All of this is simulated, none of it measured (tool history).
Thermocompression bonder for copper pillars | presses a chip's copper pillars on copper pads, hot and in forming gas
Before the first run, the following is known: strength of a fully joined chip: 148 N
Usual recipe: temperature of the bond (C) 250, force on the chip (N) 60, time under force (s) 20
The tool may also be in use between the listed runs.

| run | hour | temperature of the bond (C) | force on the chip (N) | time under force (s) | force that shears a chip off (N) |
|---|---|---|---|---|---|
| 1 | 0 | 250 | 60 | 20 | 68.4 |
|  | 76.3 | forming gas filter changed |
| 2 | 89.2 | 250 | 60 | 20 | 69.1 |
|  | 162.4 | heater calibrated with a thermocouple chip |
| 3 | 162.4 | 250 | 60 | 20 | 78.8 |
| 4 | 211.2 | 250 | 60 | 20 | 79 |
| 5 | 254.7 | 223 | 60 | 20 | 49.2 |
| 6 | 311 | 223 | 60 | 20 | 48.9 |
|  | 390.8 | force cell calibrated |
| 7 | 406.8 | 250 | 60 | 20 | 72.2 |
| 8 | 462.9 | 234 | 60 | 20 | 54 |
|  | 494.5 | forming gas filter changed |
| 9 | 516.6 | 250 | 44 | 20 | 62 |
| 10 | 578.1 | 250 | 60 | 20 | 72.3 |
| 11 | 625.2 | 250 | 60 | 20 | 70.2 |
| 12 | 718.5 | 250 | 60 | 20 | 69.1 |
| 13 | 759.6 | 250 | 60 | 20 | 68.1 |
| 14 | 855 | 250 | 60 | 20 | 65.5 |
|  | 873.5 | heater calibrated with a thermocouple chip |
|  | 907.8 | forming gas filter changed |
| 15 | 948.1 | 250 | 60 | 20 | 77.5 |
| 16 | 1044.9 | 250 | 60 | 20 | 75.1 |
| 17 | 1130.7 | 250 | 60 | 20 | 72.7 |
| 18 | 1197.3 | 250 | 60 | 47 | 93.6 |
| 19 | 1250 | 250 | 60 | 47 | 91.7 |
|  | 1319.5 | forming gas filter changed |
|  | 1327.4 | force cell calibrated |
| 20 | 1329.6 | 250 | 60 | 47 | 92.9 |
| 21 | 1405.6 | 250 | 36 | 47 | 72.2 |
| 22 | 1466.3 | 258 | 82 | 11 | 72.3 |
| 23 | 1557.3 | 247 | 83 | 25 | 79 |
|  | 1584.1 | heater calibrated with a thermocouple chip |
| 24 | 1622.2 | 260 | 59 | 38 | 104.8 |
| 25 | 1691.5 | 250 | 39 | 17 | 57.6 |
|  | 1736.3 | forming gas filter changed |
| 26 | 1777.5 | 250 | 39 | 17 | 57.6 |
| 27 | 1859.9 | 250 | 39 | 17 | 55.9 |
| 28 | 1948.5 | 242 | 60 | 15 | 58.3 |
| 29 | 1996 | 278 | 90 | 50 | 133.7 |
| 30 | 2045.1 | 250 | 49 | 20 | 62.4 |
| 31 | 2115.5 | 220 | 64 | 30 | 48.8 |
|  | 2149.8 | forming gas filter changed |
| 32 | 2201.6 | 250 | 56 | 30 | 77.9 |
|  | 2265.8 | force cell calibrated |
|  | 2293.6 | heater calibrated with a thermocouple chip |
| 33 | 2293.6 | 265 | 42 | 13 | 69.1 |
| 34 | 2387.1 | 265 | 42 | 13 | 69.1 |
| 35 | 2449.3 | 254 | 65 | 30 | 90.6 |
| 36 | 2546.1 | 261 | 65 | 10 | 67.9 |
|  | 2567.6 | forming gas filter changed |
| 37 | 2605.5 | 250 | 78 | 20 | 82.7 |
| 38 | 2672.9 | 250 | 78 | 20 | 82.3 |

3 ways to go on from here, each from the tool as it stands after run 38. What would each give?
| A | 2749.1 | 222 | 83 | 19 | ? |
| B | 2749.1 | 240 | 78 | 20 | ? |
| C | 2749.1 | 273 | 37 | 13 | ? |

| run | force that shears a chip off (N) |
|---|---|
| A | 49.8 |
| B | 68 |
| C | 66.5 |
With no hidden state in the tool, these same runs would have given:
| run | force that shears a chip off (N) |
|---|---|
| A | 57.2 |
| B | 76.4 |
| C | 73.8 |

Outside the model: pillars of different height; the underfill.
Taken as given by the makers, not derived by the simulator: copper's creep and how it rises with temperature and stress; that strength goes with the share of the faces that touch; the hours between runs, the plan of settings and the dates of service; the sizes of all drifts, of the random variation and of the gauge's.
